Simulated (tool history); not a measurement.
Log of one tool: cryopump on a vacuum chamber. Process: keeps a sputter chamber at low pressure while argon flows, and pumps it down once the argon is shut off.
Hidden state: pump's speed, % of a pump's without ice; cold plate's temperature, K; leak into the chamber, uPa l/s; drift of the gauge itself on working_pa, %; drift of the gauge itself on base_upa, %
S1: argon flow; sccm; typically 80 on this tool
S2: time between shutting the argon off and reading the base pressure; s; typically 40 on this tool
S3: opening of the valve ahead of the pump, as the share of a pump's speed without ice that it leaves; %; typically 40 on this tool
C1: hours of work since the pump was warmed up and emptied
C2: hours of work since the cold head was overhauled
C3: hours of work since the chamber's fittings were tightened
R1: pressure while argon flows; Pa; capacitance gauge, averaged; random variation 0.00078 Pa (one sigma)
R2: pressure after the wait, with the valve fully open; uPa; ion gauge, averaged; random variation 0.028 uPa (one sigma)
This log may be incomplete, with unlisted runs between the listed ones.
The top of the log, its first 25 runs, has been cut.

run      day   S1   S2  S3   C1    C2    C3      R1    R2
 26  101.079   80   69  28  221  3660  1903  0.2171  1.40
 27  104.800  118   51  56  274  3713  1956  0.1643  1.71
 28  107.938   41   20  32  318  3758  2001  0.0983  3.19
 29  111.433   80   40  52  368  3807  2050  0.1202  1.97
 30  115.150   61   51  52  421  3860  2103  0.0931  1.75
     117.708  -- leaking fittings of the chamber tightened, without venting
 31  119.942   43   70  40  488  3927    32  0.0853  0.84
 32  124.988   35  241  26  559  3999   103  0.1050  0.38
 33  127.454   35  241  26  594  4034   139  0.1049  0.41

Forecast each of these 3 alternatives for the next run:
  A  131.192  129  71  18  648  4087  192   ?   ?
  B  131.192   79  40  17  648  4087  192   ?   ?
  C  131.192   42  40  40  648  4087  192   ?   ?

run      R1    R2
  A  0.5510  0.94
  B  0.3565  1.45
  C  0.0829  1.42
The same runs, with their run-to-run variation unchanged, on a tool lacking any hidden condition would have given:
run      R1    R2
  A  0.5317  0.84
  B  0.3447  1.36
  C  0.0767  1.32

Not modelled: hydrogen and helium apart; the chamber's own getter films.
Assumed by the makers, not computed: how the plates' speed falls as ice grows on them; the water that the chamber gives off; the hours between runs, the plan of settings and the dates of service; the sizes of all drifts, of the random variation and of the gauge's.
